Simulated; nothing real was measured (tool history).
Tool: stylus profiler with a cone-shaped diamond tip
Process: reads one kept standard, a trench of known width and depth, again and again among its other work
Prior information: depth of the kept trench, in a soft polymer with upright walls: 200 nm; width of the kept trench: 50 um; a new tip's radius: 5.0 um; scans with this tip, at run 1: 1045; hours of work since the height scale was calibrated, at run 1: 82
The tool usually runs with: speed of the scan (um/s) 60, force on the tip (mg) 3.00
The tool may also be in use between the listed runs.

run	day	speed of the scan (um/s)	force on the tip (mg)	scans with this tip	hours of work since the height scale was calibrated	depth of the trench (angstrom)	width of the trench's floor (nm)
1	0.000	60	3.00	1045	82	2019.9	46860
2	3.438	60	3.00	1740	136	2019.4	46800
3	7.921	84	3.00	2646	207	2019.6	46660
4	11.583	201	3.00	3387	265	2021.4	45980
5	15.546	15	3.00	4187	328	2020.3	47050
6	18.133	18	3.00	4710	369	2019.8	47020
7	23.871	33	3.00	5870	460	2020.5	46890
8	27.646	33	8.11	6633	520	2039.5	46910
9	30.250	33	8.11	7160	561	2039.3	46900
10	35.642	60	3.00	8249	646	2024.1	46640
11	40.779	60	3.00	9289	728	2022.1	46590
12	46.354	145	3.00	10415	816	2022.8	46070
13	51.504	60	3.00	11456	897	2023.7	46560
14	56.762	25	5.79	12520	981	2034.5	46790
15	62.504	35	1.28	13680	1072	2016.5	46540
16	66.033	117	7.87	14393	1127	2042.5	46420
17	69.329	53	6.94	15059	1180	2037.0	46610
18	72.479	89	8.02	15697	1230	2043.5	46500
19	76.479	23	2.94	16505	1293	2025.6	46630
20	81.962	169	4.92	17613	1380	2033.9	46000
21	84.604	17	4.92	18148	1422	2031.9	46610
22	88.421	110	1.04	18919	1482	2017.0	45550
23	91.733	28	1.45	19588	1534	2019.2	46430
24	97.042	187	7.81	20661	1619	2043.1	45940
25	99.379	21	2.37	21134	1656	2024.6	46530

Branching from run 25: 5 alternative next runs. What would each branch give?
A	104.329	78	3.04	22134	1734	?	?
B	104.329	29	5.98	22134	1734	?	?
C	104.329	180	2.33	22134	1734	?	?
D	104.329	21	1.11	22134	1734	?	?
E	104.329	139	4.24	22134	1734	?	?

run	depth of the trench (angstrom)	width of the trench's floor (nm)
A	2029.0	46160
B	2038.7	46480
C	2025.4	45400
D	2017.3	46370
E	2032.2	45940
With the hidden condition removed and each run's random variation left untouched, the same runs would have given:
run	depth of the trench (angstrom)	width of the trench's floor (nm)
A	2019.9	46760
B	2029.5	47080
C	2016.3	46000
D	2008.2	46960
E	2023.0	46530

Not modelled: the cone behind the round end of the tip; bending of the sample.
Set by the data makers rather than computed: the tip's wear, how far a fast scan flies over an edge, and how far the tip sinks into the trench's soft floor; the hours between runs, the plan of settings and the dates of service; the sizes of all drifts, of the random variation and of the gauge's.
